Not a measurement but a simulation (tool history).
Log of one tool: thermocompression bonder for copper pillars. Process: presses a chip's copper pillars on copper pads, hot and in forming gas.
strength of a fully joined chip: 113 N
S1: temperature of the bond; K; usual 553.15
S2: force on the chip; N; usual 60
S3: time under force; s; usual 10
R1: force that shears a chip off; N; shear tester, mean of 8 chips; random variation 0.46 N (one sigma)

run 1 hour=0.0 | S1=553.15 S2=60 S3=10 | R1=79.4
run 2 hour=16.4 | S1=553.15 S2=60 S3=10 | R1=78.8
run 3 hour=38.3 | S1=553.15 S2=52 S3=10 | R1=73.7
run 4 hour=53.3 | S1=533.15 S2=60 S3=10 | R1=69.2
run 5 hour=79.6 | S1=533.15 S2=41 S3=10 | R1=56.5
run 6 hour=104.8 | S1=554.15 S2=41 S3=10 | R1=67.5
-- hour=109.2 heater calibrated with a thermocouple chip
run 7 hour=129.0 | S1=554.15 S2=41 S3=10 | R1=66.3
run 8 hour=155.8 | S1=553.15 S2=38 S3=5 | R1=50.9
run 9 hour=167.3 | S1=553.15 S2=62 S3=10 | R1=79.3
run 10 hour=188.2 | S1=525.15 S2=56 S3=27 | R1=80.3
run 11 hour=213.1 | S1=525.15 S2=56 S3=27 | R1=82.1
run 12 hour=232.6 | S1=525.15 S2=56 S3=6 | R1=51.8
run 13 hour=247.3 | S1=525.15 S2=76 S3=19 | R1=84.7
-- hour=253.1 heater calibrated with a thermocouple chip, once more
run 14 hour=263.7 | S1=523.15 S2=62 S3=8 | R1=56.7

Forecast each of these 5 alternatives for the next run:
run A hour=276.8 | S1=560.15 S2=64 S3=10 | R1=?
run B hour=276.8 | S1=553.15 S2=87 S3=10 | R1=?
run C hour=276.8 | S1=578.15 S2=60 S3=22 | R1=?
run D hour=276.8 | S1=538.15 S2=60 S3=6 | R1=?
run E hour=276.8 | S1=570.15 S2=48 S3=14 | R1=?

run=A R1=80.8
run=B R1=86.2
run=C R1=97.8
run=D R1=57.7
run=E R1=82.3
Without the tool's hidden state the same runs would have given:
run=A R1=84.1
run=B R1=89.7
run=C R1=101.5
run=D R1=60.2
run=E R1=85.6
